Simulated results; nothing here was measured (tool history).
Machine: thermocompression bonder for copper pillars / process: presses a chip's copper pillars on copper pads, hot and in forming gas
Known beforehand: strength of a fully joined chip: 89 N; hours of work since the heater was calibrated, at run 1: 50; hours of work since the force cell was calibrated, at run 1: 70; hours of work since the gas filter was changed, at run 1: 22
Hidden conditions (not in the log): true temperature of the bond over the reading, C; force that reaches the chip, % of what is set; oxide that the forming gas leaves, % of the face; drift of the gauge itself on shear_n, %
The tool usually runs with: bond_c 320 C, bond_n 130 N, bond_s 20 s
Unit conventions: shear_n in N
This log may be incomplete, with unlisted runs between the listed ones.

run	hour	bond_c	bond_n	bond_s	hours of work since the heater was calibrated	hours of work since the force cell was calibrated	hours of work since the gas filter was changed	shear_n
1	0	320	130	20	50	70	22	39.3
2	29.5	320	130	20	71	91	43	39
3	60.4	320	96	20	92	112	65	31.4
4	93.1	320	96	20	115	135	88	30.9
5	115.5	320	85	20	131	151	104	29
# hour 128.6: forming gas filter changed
6	155.3	320	85	20	159	179	19	30.3
7	182.7	317	85	20	178	198	38	29
8	221.6	317	85	20	205	225	65	26.8
9	251.9	334	130	20	227	247	87	41.9
# hour 287.6: forming gas filter changed
10	298.5	320	130	49	259	279	8	52.5
11	343.8	320	130	49	291	311	40	50.4
12	391.6	320	130	20	324	344	73	35.2
13	427.2	338	130	20	349	369	98	43.9
# hour 446.7: forming gas filter changed
14	456.3	338	130	20	370	390	7	46
15	499.3	304	130	20	400	420	37	29.5
16	529	320	184	20	421	441	58	43.9
17	568.7	310	130	20	449	469	86	30.8
18	593.5	310	130	20	466	486	103	28.8
# hour 604.3: forming gas filter changed
19	639.9	310	130	20	498	518	25	31.1
20	668	310	130	20	518	538	45	30.6
21	689.4	310	130	20	533	553	60	30.2
22	710.3	333	104	20	548	568	74	36
23	754.1	333	104	20	579	598	105	33.2
# hour 763.3: forming gas filter changed
24	799.7	333	104	20	610	630	26	36.3
25	821.6	296	79	19	626	646	41	18
26	859.1	296	79	19	652	672	67	16.5
27	882	296	79	19	668	688	83	16.3
28	905.6	296	79	19	685	705	100	15.9
# hour 923.3: forming gas filter changed
29	932.3	320	153	29	703	723	6	43.7
30	980.8	320	153	29	737	757	40	43.3
# hour 1014.6: heater calibrated with a thermocouple chip
31	1014.6	349	101	20	0	779	63	45.9
32	1059.7	305	88	20	32	811	94	23.6
# hour 1083.5: forming gas filter changed
33	1099.8	305	99	37	60	839	11	34.9
34	1143.9	337	98	10	91	870	42	31.4
35	1185.9	337	98	10	120	899	72	29.8
36	1225.4	344	192	13	148	927	100	49.4
# hour 1241.4: forming gas filter changed
37	1268.5	344	163	13	178	957	19	49.7
38	1290.3	338	157	31	193	972	34	56.8

Consider 5 possible next runs. They are alternatives, not a sequence: every one starts from the tool as it was left by run 38. What does each give?
A	1324.8	331	111	33	217	997	59	?
B	1324.8	320	110	20	217	997	59	?
C	1324.8	338	148	15	217	997	59	?
D	1324.8	338	157	13	217	997	59	?
E	1324.8	320	130	13	217	997	59	?

run	shear_n
A	45.4
B	34.9
C	44.2
D	42.6
E	30.8
What these runs would have given with no unlogged condition in the tool:
run	shear_n
A	50
B	38.8
C	48.7
D	47
E	34.4
